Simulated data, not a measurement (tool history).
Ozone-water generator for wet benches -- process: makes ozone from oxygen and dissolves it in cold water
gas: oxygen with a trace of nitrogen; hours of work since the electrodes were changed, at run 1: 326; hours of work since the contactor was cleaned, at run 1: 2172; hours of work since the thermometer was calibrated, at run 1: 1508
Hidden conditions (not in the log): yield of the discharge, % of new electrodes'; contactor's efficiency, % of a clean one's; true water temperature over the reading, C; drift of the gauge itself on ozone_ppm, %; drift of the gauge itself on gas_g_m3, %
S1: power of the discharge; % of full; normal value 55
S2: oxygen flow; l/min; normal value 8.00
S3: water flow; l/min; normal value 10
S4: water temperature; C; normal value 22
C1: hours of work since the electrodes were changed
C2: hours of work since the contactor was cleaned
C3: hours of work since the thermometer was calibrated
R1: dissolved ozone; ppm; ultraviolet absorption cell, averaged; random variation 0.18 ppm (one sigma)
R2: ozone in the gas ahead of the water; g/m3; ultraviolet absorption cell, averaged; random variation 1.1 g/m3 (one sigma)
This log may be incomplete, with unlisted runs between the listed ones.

run	hour	S1	S2	S3	S4	C1	C2	C3	R1	R2
1	0.0	55	8.00	10	22	326	2172	1508	25.3	194.6
2	104.8	55	8.00	10	22	405	2251	1588	25.2	193.5
3	228.9	55	5.67	10	22	499	2345	1682	27.8	237.3
4	311.3	55	5.67	10	22	562	2407	1744	28.0	237.7
5	388.9	55	5.67	10	22	621	2466	1803	27.5	236.7
6	466.7	55	8.00	10	22	679	2525	1862	25.4	195.0
7	572.4	55	8.00	10	22	760	2605	1942	25.5	193.2
8	637.6	55	8.00	10	19	809	2655	1991	26.9	194.7
9	714.6	55	8.00	10	19	867	2713	2049	27.2	194.4
10	817.6	55	8.00	10	19	945	2791	2127	26.7	193.3
11	887.5	55	8.00	10	19	998	2844	2180	27.2	192.7
12	944.2	55	8.00	10	19	1041	2887	2223	26.9	194.2
13	1032.3	55	8.00	10	16	1108	2954	2290	28.7	195.5
14	1137.5	55	8.00	10	16	1188	3033	2370	28.8	193.6
15	1211.9	55	8.00	10	16	1244	3090	2426	28.7	194.5
16	1297.0	55	8.00	10	16	1308	3154	2491	28.7	192.9
17	1400.2	84	4.82	14	24	1387	3232	2569	30.3	360.1
18	1514.7	84	4.82	14	24	1473	3319	2655	30.4	359.9
19	1610.6	84	5.41	8	27	1546	3392	2728	39.6	334.6
20	1715.9	86	11.75	15	14	1626	3471	2808	29.2	214.1
21	1775.8	86	11.75	15	14	1671	3517	2853	29.3	215.1
# hour 1808.6: contactor cleaned
22	1853.3	55	12.72	10	20	1727	34	2909	22.1	146.0
23	1935.8	55	12.72	10	20	1789	96	2971	22.2	145.6
24	2034.3	55	12.72	10	20	1864	171	3046	22.3	146.3
25	2101.3	55	5.07	9	20	1915	222	3097	32.3	251.7
26	2225.6	55	8.00	10	22	2009	316	3191	25.1	191.1
27	2323.3	55	8.00	10	22	2083	390	3265	25.2	189.9
28	2426.3	55	11.67	7	23	2161	468	3343	24.7	151.9
29	2488.5	55	12.37	10	22	2208	515	3390	21.1	147.4
30	2619.0	47	8.00	9	22	2307	614	3489	23.6	169.4
31	2695.0	47	8.00	9	22	2364	671	3547	23.6	170.1
32	2810.1	79	6.52	6	17	2451	759	3634	52.6	283.6

What if the next run were any one of these 4? Each begins from the tool's condition after run 32:
A	2896.5	90	8.00	6	22	2517	824	3699	?	?
B	2896.5	49	8.00	8	22	2517	824	3699	?	?
C	2896.5	55	11.03	10	20	2517	824	3699	?	?
D	2896.5	40	6.52	13	17	2517	824	3699	?	?

run	R1	R2
A	46.8	276.7
B	26.0	174.2
C	23.7	158.0
D	19.7	168.7
Without the tool's unlogged condition, the same runs would have read:
run	R1	R2
A	46.9	284.4
B	26.0	178.9
C	23.7	162.3
D	19.7	173.3

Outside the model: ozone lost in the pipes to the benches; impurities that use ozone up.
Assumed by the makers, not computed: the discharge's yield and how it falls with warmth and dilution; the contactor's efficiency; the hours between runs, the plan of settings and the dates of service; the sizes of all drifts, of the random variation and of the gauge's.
